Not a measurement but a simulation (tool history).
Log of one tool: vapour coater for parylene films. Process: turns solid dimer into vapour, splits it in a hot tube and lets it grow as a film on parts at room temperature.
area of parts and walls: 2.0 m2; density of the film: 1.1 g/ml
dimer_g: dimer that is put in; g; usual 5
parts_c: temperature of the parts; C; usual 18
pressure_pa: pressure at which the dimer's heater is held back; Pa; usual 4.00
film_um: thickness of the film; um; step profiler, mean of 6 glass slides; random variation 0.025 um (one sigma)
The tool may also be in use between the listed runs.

Run 1, day 0.000: usual settings. Result: film_um 1.79 um.
At day 2.192: table's thermometer calibrated.
Run 2, day 2.933: usual settings but parts_c 11 C. Result: film_um 2.02 um.
Run 3, day 6.088: usual settings but parts_c 11 C. Result: film_um 2.04 um.
Run 4, day 7.704: usual settings but parts_c 11 C. Result: film_um 1.99 um.
Run 5, day 9.050: usual settings. Result: film_um 1.66 um.
Run 6, day 10.921: usual settings. Result: film_um 1.61 um.
Run 7, day 12.433: usual settings. Result: film_um 1.64 um.
At day 13.342: trap's valve overhauled.
Run 8, day 14.492: usual settings. Result: film_um 1.83 um.
Run 9, day 16.417: usual settings. Result: film_um 1.82 um.
Run 10, day 18.267: usual settings. Result: film_um 1.79 um.
Run 11, day 21.392: usual settings. Result: film_um 1.76 um.
Run 12, day 24.342: usual settings. Result: film_um 1.75 um.
Run 13, day 26.288: usual settings. Result: film_um 1.70 um.
Run 14, day 27.621: usual settings. Result: film_um 1.74 um.
Run 15, day 30.417: usual settings but dimer_g 6 g, pressure_pa 2.47 Pa. Result: film_um 2.11 um.
Run 16, day 32.208: usual settings but pressure_pa 5.20 Pa. Result: film_um 1.71 um.
Run 17, day 34.492: usual settings but dimer_g 6 g, parts_c 26 C, pressure_pa 5.86 Pa. Result: film_um 1.43 um.
Run 18, day 36.912: usual settings but dimer_g 3 g, parts_c 29 C, pressure_pa 10.36 Pa. Result: film_um 0.62 um.
Run 19, day 38.850: usual settings but dimer_g 6 g, parts_c 14 C, pressure_pa 10.36 Pa. Result: film_um 2.20 um.
Run 20, day 40.700: usual settings but dimer_g 3 g, parts_c 14 C, pressure_pa 3.65 Pa. Result: film_um 1.14 um.
Run 21, day 42.342: usual settings but dimer_g 3 g, parts_c 14 C, pressure_pa 3.65 Pa. Result: film_um 1.15 um.
At day 43.500: trap's valve overhauled.
Run 22, day 44.642: usual settings but dimer_g 3 g, parts_c 14 C, pressure_pa 3.65 Pa. Result: film_um 1.34 um.

Forecast run 23:
Run 23, day 47.862: usual settings but parts_c 14 C, pressure_pa 3.63 Pa. Result: film_um ?.

film_um: 2.19 um
Without the tool's hidden state the same run would have given film_um 2.16 um.

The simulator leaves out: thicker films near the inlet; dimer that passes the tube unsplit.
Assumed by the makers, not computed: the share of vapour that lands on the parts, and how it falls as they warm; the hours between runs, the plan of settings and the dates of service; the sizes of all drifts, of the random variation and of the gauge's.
